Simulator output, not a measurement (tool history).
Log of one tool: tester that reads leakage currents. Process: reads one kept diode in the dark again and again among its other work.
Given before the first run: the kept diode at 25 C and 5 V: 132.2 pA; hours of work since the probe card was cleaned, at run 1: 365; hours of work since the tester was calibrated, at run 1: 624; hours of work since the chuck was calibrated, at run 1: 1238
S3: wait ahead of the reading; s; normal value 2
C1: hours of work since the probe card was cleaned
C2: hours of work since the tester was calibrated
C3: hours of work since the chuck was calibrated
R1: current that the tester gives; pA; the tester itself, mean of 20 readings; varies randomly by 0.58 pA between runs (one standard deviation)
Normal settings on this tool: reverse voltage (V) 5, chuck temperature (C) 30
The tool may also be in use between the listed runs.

run 1 hour=0 | reverse_voltage_(V)=5 chuck_temperature_(C)=30 S3=2 | C1=365 C2=624 C3=1238 | R1=210.63
run 2 hour=93.2 | reverse_voltage_(V)=10.43 chuck_temperature_(C)=30 S3=2 | C1=405 C2=664 C3=1278 | R1=286.96
run 3 hour=183.9 | reverse_voltage_(V)=8.19 chuck_temperature_(C)=30 S3=2 | C1=444 C2=704 C3=1318 | R1=260.78
run 4 hour=269.4 | reverse_voltage_(V)=8.19 chuck_temperature_(C)=30 S3=2 | C1=481 C2=741 C3=1355 | R1=260.97
run 5 hour=338.3 | reverse_voltage_(V)=13.7 chuck_temperature_(C)=30 S3=2 | C1=511 C2=770 C3=1384 | R1=324.46
-- hour=348.2 tester calibrated
run 6 hour=392.2 | reverse_voltage_(V)=13.7 chuck_temperature_(C)=30 S3=2 | C1=533 C2=19 C3=1407 | R1=323.73
run 7 hour=465.3 | reverse_voltage_(V)=13.7 chuck_temperature_(C)=30 S3=2 | C1=565 C2=51 C3=1438 | R1=326.9
run 8 hour=522.5 | reverse_voltage_(V)=1.44 chuck_temperature_(C)=30 S3=2 | C1=590 C2=75 C3=1463 | R1=129.07
run 9 hour=571.6 | reverse_voltage_(V)=5 chuck_temperature_(C)=30 S3=2.71 | C1=611 C2=96 C3=1484 | R1=216.8
-- hour=592.2 tester calibrated, once more
run 10 hour=637.9 | reverse_voltage_(V)=3.67 chuck_temperature_(C)=38 S3=1.48 | C1=639 C2=20 C3=1512 | R1=333.19
run 11 hour=713 | reverse_voltage_(V)=3.48 chuck_temperature_(C)=30 S3=2 | C1=671 C2=52 C3=1544 | R1=187.55
run 12 hour=773.7 | reverse_voltage_(V)=3.48 chuck_temperature_(C)=30 S3=2 | C1=697 C2=78 C3=1570 | R1=187.92
run 13 hour=846.7 | reverse_voltage_(V)=3.25 chuck_temperature_(C)=30 S3=4.34 | C1=729 C2=110 C3=1602 | R1=182.38
run 14 hour=901.3 | reverse_voltage_(V)=16.89 chuck_temperature_(C)=34 S3=4.34 | C1=752 C2=133 C3=1626 | R1=482.64
-- hour=953.4 chuck's temperature calibrated
run 15 hour=983.8 | reverse_voltage_(V)=16.89 chuck_temperature_(C)=34 S3=4.34 | C1=787 C2=168 C3=13 | R1=427.08
run 16 hour=1063.4 | reverse_voltage_(V)=1.86 chuck_temperature_(C)=43 S3=2 | C1=821 C2=203 C3=47 | R1=320.47
run 17 hour=1121 | reverse_voltage_(V)=5 chuck_temperature_(C)=30 S3=1.19 | C1=846 C2=227 C3=72 | R1=196.58
run 18 hour=1214.7 | reverse_voltage_(V)=1.03 chuck_temperature_(C)=34 S3=0.63 | C1=887 C2=268 C3=113 | R1=135.7

Here are 4 independent what-if runs from the current tool condition. What would each one return?
run A hour=1262.3 | reverse_voltage_(V)=5 chuck_temperature_(C)=59 S3=2 | C1=907 C2=288 C3=133 | R1=?
run B hour=1262.3 | reverse_voltage_(V)=19.54 chuck_temperature_(C)=21 S3=4.83 | C1=907 C2=288 C3=133 | R1=?
run C hour=1262.3 | reverse_voltage_(V)=1.03 chuck_temperature_(C)=34 S3=0.63 | C1=907 C2=288 C3=133 | R1=?
run D hour=1262.3 | reverse_voltage_(V)=3.3 chuck_temperature_(C)=34 S3=2.78 | C1=907 C2=288 C3=133 | R1=?

run=A R1=1326.03
run=B R1=186.55
run=C R1=135.93
run=D R1=220.07
Without the tool's hidden state the same runs would have given:
run=A R1=1310.49
run=B R1=171.61
run=C R1=133.77
run=D R1=215.52
